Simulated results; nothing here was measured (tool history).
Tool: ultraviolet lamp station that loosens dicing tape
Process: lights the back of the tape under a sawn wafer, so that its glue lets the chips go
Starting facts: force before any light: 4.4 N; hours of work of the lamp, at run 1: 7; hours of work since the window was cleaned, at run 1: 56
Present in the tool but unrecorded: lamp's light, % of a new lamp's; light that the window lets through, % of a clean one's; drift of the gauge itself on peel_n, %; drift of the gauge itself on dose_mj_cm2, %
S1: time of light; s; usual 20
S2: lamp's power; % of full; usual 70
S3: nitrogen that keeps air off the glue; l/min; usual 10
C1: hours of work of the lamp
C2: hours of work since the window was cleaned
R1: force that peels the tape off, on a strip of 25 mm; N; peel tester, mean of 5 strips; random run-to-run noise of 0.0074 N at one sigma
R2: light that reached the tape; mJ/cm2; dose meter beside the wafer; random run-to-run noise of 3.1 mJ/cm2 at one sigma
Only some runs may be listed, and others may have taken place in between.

run,day,S1,S2,S3,C1,C2,R1,R2
1,0.000,20,70,10,7,56,0.283,468
2,0.550,20,70,10,15,64,0.282,471
3,1.117,20,70,17,23,71,0.256,470
4,1.933,20,70,17,34,83,0.241,467
5,2.358,20,70,10,40,89,0.288,463
6,2.933,20,70,10,48,97,0.285,458
7,3.383,20,70,10,54,103,0.289,462
8,3.900,20,70,10,61,110,0.301,461
9,4.754,20,70,10,73,122,0.300,459
10,5.204,20,70,10,79,128,0.279,462
11,5.942,20,70,10,89,138,0.289,454
12,6.825,20,70,10,102,150,0.301,456
13,7.304,20,70,13,108,157,0.282,454
14,8.108,20,70,13,119,168,0.279,446
15,8.979,20,70,13,131,180,0.278,450
16,9.433,20,60,10,138,186,0.401,387
17,9.904,36,94,7,144,193,0.145,1072
18,10.279,36,94,7,149,198,0.146,1092
19,11.021,27,62,8,160,208,0.248,534
20,11.583,12,63,7,167,216,0.960,243
# day 11.646: window cleaned of glue's vapour
21,11.962,20,83,9,172,4,0.255,520
22,12.750,20,83,9,183,15,0.244,516
23,13.600,20,83,9,195,27,0.260,522
24,14.200,16,84,4,203,35,0.501,414
# day 14.325: window cleaned of glue's vapour, once more
25,14.688,16,84,4,210,5,0.446,438
26,15.271,39,70,5,218,13,0.166,875
27,15.912,29,78,9,227,22,0.175,729
28,16.658,29,78,9,237,32,0.171,716
29,17.029,27,86,8,242,37,0.165,742
30,17.492,19,70,16,248,44,0.286,429
31,18.100,22,62,7,257,52,0.364,429
32,18.896,11,82,6,268,63,0.795,282

Across each entry between runs, compare the hidden state at the last listed run before it with the hidden state at the first listed run after it:
Between runs 20 and 21: window cleaned of glue's vapour (day 11.646)
  lamp's light, % of a new lamp's: 96.1 -> 96; light that the window lets through, % of a clean one's: 96.6 -> 95.5
  the result without the hidden state subtracted from the measured one, R1: +0.098 -> +0.029 N; R2: -18 -> -47 mJ/cm2
Between runs 24 and 25: window cleaned of glue's vapour, once more (day 14.325)
  lamp's light, % of a new lamp's: 95.5 -> 95.4; light that the window lets through, % of a clean one's: 95 -> 99.1
  the result without the hidden state subtracted from the measured one, R1: +0.080 -> +0.042 N; R2: -43 -> -25 mJ/cm2
